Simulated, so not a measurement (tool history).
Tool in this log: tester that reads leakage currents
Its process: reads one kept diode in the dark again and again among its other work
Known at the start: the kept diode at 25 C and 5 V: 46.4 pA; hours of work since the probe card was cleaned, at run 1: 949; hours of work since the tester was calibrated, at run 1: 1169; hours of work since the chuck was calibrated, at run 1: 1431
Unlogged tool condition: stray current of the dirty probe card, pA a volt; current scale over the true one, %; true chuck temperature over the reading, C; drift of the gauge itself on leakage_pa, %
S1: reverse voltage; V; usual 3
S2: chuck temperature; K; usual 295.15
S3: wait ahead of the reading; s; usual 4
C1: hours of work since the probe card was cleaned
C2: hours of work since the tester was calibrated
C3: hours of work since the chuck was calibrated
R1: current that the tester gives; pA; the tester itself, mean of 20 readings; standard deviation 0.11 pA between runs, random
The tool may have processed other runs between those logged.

Run 1, hour 0: usual settings; C1 949; C2 1169; C3 1431. Result: R1 34.65 pA.
Run 2, hour 170: usual settings; C1 1080; C2 1300; C3 1561. Result: R1 35.14 pA.
Run 3, hour 325.9: usual settings but S2 318.15 K; C1 1199; C2 1420; C3 1681. Result: R1 167.89 pA.
At hour 433.1: probe card cleaned and baked.
Run 4, hour 507: usual settings but S2 310.15 K; C1 57; C2 1556; C3 1818. Result: R1 94.92 pA.
Run 5, hour 699.4: usual settings but S2 310.15 K; C1 204; C2 1704; C3 1965. Result: R1 96.38 pA.
Run 6, hour 848.2: usual settings but S2 310.15 K; C1 319; C2 1818; C3 2080. Result: R1 97 pA.
Run 7, hour 972.4: usual settings but S2 310.15 K; C1 414; C2 1914; C3 2175. Result: R1 97.11 pA.
Run 8, hour 1130.3: usual settings but S2 310.15 K; C1 535; C2 2035; C3 2296. Result: R1 97.58 pA.
Run 9, hour 1249.9: usual settings; C1 627; C2 2126; C3 2388. Result: R1 34.4 pA.
At hour 1283.8: chuck's temperature calibrated.
Run 10, hour 1353.7: usual settings but S2 317.15 K; C1 705; C2 2205; C3 54. Result: R1 152.7 pA.
Run 11, hour 1557.3: usual settings but S2 317.15 K; C1 861; C2 2361; C3 210. Result: R1 153.79 pA.
Run 12, hour 1667.8: usual settings but S2 317.15 K; C1 946; C2 2446; C3 295. Result: R1 154.21 pA.
Run 13, hour 1773.9: usual settings; C1 1028; C2 2527; C3 376. Result: R1 34.59 pA.
Run 14, hour 1903.7: usual settings; C1 1127; C2 2627; C3 476. Result: R1 35.16 pA.
At hour 2108.1: probe card cleaned and baked.
Run 15, hour 2108.1: usual settings but S2 314.15 K; C1 0; C2 2781; C3 630. Result: R1 123.38 pA.
Run 16, hour 2198.3: usual settings but S2 293.15 K; C1 69; C2 2851; C3 700. Result: R1 27.13 pA.
Run 17, hour 2399.7: usual settings but S2 293.15 K; C1 224; C2 3005; C3 854. Result: R1 27.6 pA.
Run 18, hour 2507.4: usual settings but S2 293.15 K; C1 307; C2 3088; C3 937. Result: R1 27.92 pA.
Run 19, hour 2663.1: usual settings; C1 426; C2 3208; C3 1057. Result: R1 32.83 pA.
Run 20, hour 2792.1: usual settings but S1 6.79 V, S2 296.15 K, S3 1.31 s; C1 525; C2 3307; C3 1156. Result: R1 50.75 pA.
Run 21, hour 2965.6: usual settings but S1 6.79 V, S2 296.15 K, S3 1.31 s; C1 658; C2 3440; C3 1289. Result: R1 51.84 pA.
Run 22, hour 3162.4: usual settings but S1 6.79 V, S2 296.15 K, S3 1.31 s; C1 809; C2 3591; C3 1440. Result: R1 52.76 pA.
Run 23, hour 3347.2: usual settings but S1 2.72 V, S2 320.15 K, S3 1.31 s; C1 951; C2 3733; C3 1582. Result: R1 183.14 pA.
Run 24, hour 3502.7: usual settings but S1 4.86 V, S2 299.15 K, S3 3.09 s; C1 1071; C2 3852; C3 1701. Result: R1 56.83 pA.
At hour 3547.6: tester calibrated.
Run 25, hour 3686.7: usual settings but S1 4.07 V, S2 314.15 K; C1 1210; C2 107; C3 1841. Result: R1 148.5 pA.
At hour 3774.2: probe card cleaned and baked.
Run 26, hour 3828.1: usual settings but S1 8.38 V, S2 314.15 K, S3 6.9 s; C1 41; C2 213; C3 1947. Result: R1 184.8 pA.
Run 27, hour 3936.8: usual settings but S1 4.18 V, S2 301.15 K, S3 1.98 s; C1 125; C2 296; C3 2030. Result: R1 58.56 pA.
Run 28, hour 4130.8: usual settings but S1 5.45 V, S3 1.17 s; C1 274; C2 445; C3 2179. Result: R1 43.26 pA.
Run 29, hour 4226.9: usual settings but S1 5.45 V, S3 1.17 s; C1 348; C2 519; C3 2253. Result: R1 43.83 pA.
Run 30, hour 4321.1: usual settings but S1 18.91 V, S2 325.15 K; C1 420; C2 591; C3 2325. Result: R1 519.42 pA.
At hour 4439.3: chuck's temperature calibrated.
Run 31, hour 4449.7: usual settings but S1 18.91 V, S2 325.15 K; C1 517; C2 689; C3 8. Result: R1 495.51 pA.
Run 32, hour 4607.6: usual settings but S1 18.91 V, S2 305.15 K, S3 8.89 s; C1 638; C2 810; C3 129. Result: R1 138.24 pA.
Run 33, hour 4701.2: usual settings but S1 2.03 V, S2 299.15 K, S3 1.16 s; C1 710; C2 882; C3 201. Result: R1 38.37 pA.
Run 34, hour 4890.1: usual settings but S1 2.03 V, S2 299.15 K, S3 1.16 s; C1 855; C2 1027; C3 346. Result: R1 38.78 pA.
Run 35, hour 5095.2: usual settings but S1 4.91 V, S2 313.15 K, S3 1.16 s; C1 1013; C2 1184; C3 503. Result: R1 143.92 pA.
Run 36, hour 5276.6: usual settings but S1 1.02 V, S2 297.15 K, S3 0.62 s; C1 1152; C2 1323; C3 643. Result: R1 26.22 pA.
At hour 5453.5: probe card cleaned and baked.
Run 37, hour 5473.7: usual settings but S1 1.02 V, S2 297.15 K, S3 0.62 s; C1 16; C2 1472; C3 792. Result: R1 25.09 pA.
Run 38, hour 5566.9: usual settings but S1 1.05 V, S2 297.15 K, S3 6.77 s; C1 87; C2 1544; C3 863. Result: R1 25 pA.

Entry by entry between the runs, the difference in hidden state between the last listed run before and the first listed run after:
Run 3 -> run 4: probe card cleaned and baked (hour 433.1)
  stray current of the dirty probe card, pA a volt: 1.32 -> 0.088; current scale over the true one, %: -0.93 -> -1; true chuck temperature over the reading, C: 0.43 -> 0.47
  measured minus no-state result, R1: +6.99 -> +2.32 pA
Run 9 -> run 10: chuck's temperature calibrated (hour 1283.8)
  stray current of the dirty probe card, pA a volt: 0.761 -> 0.839; current scale over the true one, %: -1.3 -> -1.34; true chuck temperature over the reading, C: 0.63 -> 0.15
  measured minus no-state result, R1: +3.3 -> +1.89 pA
Run 14 -> run 15: probe card cleaned and baked (hour 2108.1)
  stray current of the dirty probe card, pA a volt: 1.334 -> 0.025; current scale over the true one, %: -1.57 -> -1.65; true chuck temperature over the reading, C: 0.26 -> 0.3
  measured minus no-state result, R1: +4.01 -> +0.5 pA
Run 24 -> run 25: tester calibrated (hour 3547.6)
  stray current of the dirty probe card, pA a volt: 1.194 -> 1.353; current scale over the true one, %: -2.21 -> -0.16; true chuck temperature over the reading, C: 0.59 -> 0.63
  measured minus no-state result, R1: +6.69 -> +11.19 pA
Run 25 -> run 26: probe card cleaned and baked (hour 3774.2)
  stray current of the dirty probe card, pA a volt: 1.353 -> 0.075; current scale over the true one, %: -0.16 -> -0.22; true chuck temperature over the reading, C: 0.63 -> 0.66
  measured minus no-state result, R1: +11.19 -> +8.12 pA
Run 30 -> run 31: chuck's temperature calibrated (hour 4439.3)
  stray current of the dirty probe card, pA a volt: 0.488 -> 0.595; current scale over the true one, %: -0.41 -> -0.47; true chuck temperature over the reading, C: 0.76 -> -0.07
  measured minus no-state result, R1: +30.8 -> +6.34 pA
Run 36 -> run 37: probe card cleaned and baked (hour 5453.5)
  stray current of the dirty probe card, pA a volt: 1.305 -> 0.044; current scale over the true one, %: -0.8 -> -0.88; true chuck temperature over the reading, C: 0.1 -> 0.14
  measured minus no-state result, R1: +1.29 -> +0.06 pA

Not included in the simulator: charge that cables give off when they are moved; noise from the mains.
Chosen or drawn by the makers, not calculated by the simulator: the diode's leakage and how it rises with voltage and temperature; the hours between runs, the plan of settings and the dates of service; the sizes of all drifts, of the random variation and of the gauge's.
